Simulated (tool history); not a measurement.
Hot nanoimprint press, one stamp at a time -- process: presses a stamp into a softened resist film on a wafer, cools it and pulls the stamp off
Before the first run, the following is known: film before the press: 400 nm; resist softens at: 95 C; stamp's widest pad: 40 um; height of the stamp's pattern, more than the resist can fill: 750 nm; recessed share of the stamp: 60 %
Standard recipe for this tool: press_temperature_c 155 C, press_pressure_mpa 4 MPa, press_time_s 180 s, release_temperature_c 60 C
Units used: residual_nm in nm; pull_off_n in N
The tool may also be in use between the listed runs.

run   hour  press_temperature_c  press_pressure_mpa  press_time_s  release_temperature_c  residual_nm  pull_off_n
  1      0                  155                   4           180                     60        161.4         157
  2   22.5                  155                   4           180                     60        158.8         155
  3   49.9                  153                   4           180                     60        183.7         156
  4   67.8                  161                   4           180                     60        111.2         156
  5   83.1                  161                   4           180                     60        110.5         156
  6   95.4                  155                   4           156                     60        172.1         158
  7  121.8                  155                   4           156                     60        168.9         157
  8  143.2                  155                   4           156                     60        172.3         160
  9  164.1                  155                   4           156                     60        170.2         159
 10  185.6                  155                   4           180                     59        161.4         158
 11  199.8                  155                   4           180                     45        160.7         199
 12  220.1                  155                   4           180                     45        160.7         194
 13  231.6                  155                   4           180                     45        162.6         198
     252.5  -- plate thermocouple calibrated
 14  255.9                  155                 3.4           180                     60          174         158
     270.2  -- stamp cleaned and given a new release coat
 15  284.2                  155                 3.4           180                     60        173.3         156
 16  308.6                  155                2.74           180                     51        188.2         182
 17  325.3                  144                3.96           180                     51        294.9         181
 18  338.7                  144                3.96            95                     61        326.3         152
 19    355                  144                3.96            95                     61        331.6         154
 20  378.2                  150                   4           195                     57        210.8         167
 21  397.7                  155                 5.6           266                     52          116         176
 22  416.6                  165                3.88           266                     52         72.3         179
 23  443.4                  165                3.88           266                     52         73.7         180
 24  460.2                  165                3.88           266                     52         72.8         179
 25  478.4                  153                3.72           227                     63        172.2         151
 26  494.8                  155                6.32           180                     64        133.3         144
 27  506.9                  155                6.32           180                     64        131.9         145
 28    533                  155                3.26           180                     66        176.4         141
 29  547.8                  158                3.75           115                     64        165.3         146

Forecast each of these 3 alternatives for the next run:
  A  571.3                  146                   4           180                     51            ?           ?
  B  571.3                  155                2.85           180                     58            ?           ?
  C  571.3                  156                3.75           115                     64            ?           ?

run  residual_nm  pull_off_n
  A        268.5         182
  B          186         162
  C        185.6         146
What these runs would have given with no unlogged condition in the tool:
run  residual_nm  pull_off_n
  A        268.1         181
  B        185.7         161
  C        185.3         146

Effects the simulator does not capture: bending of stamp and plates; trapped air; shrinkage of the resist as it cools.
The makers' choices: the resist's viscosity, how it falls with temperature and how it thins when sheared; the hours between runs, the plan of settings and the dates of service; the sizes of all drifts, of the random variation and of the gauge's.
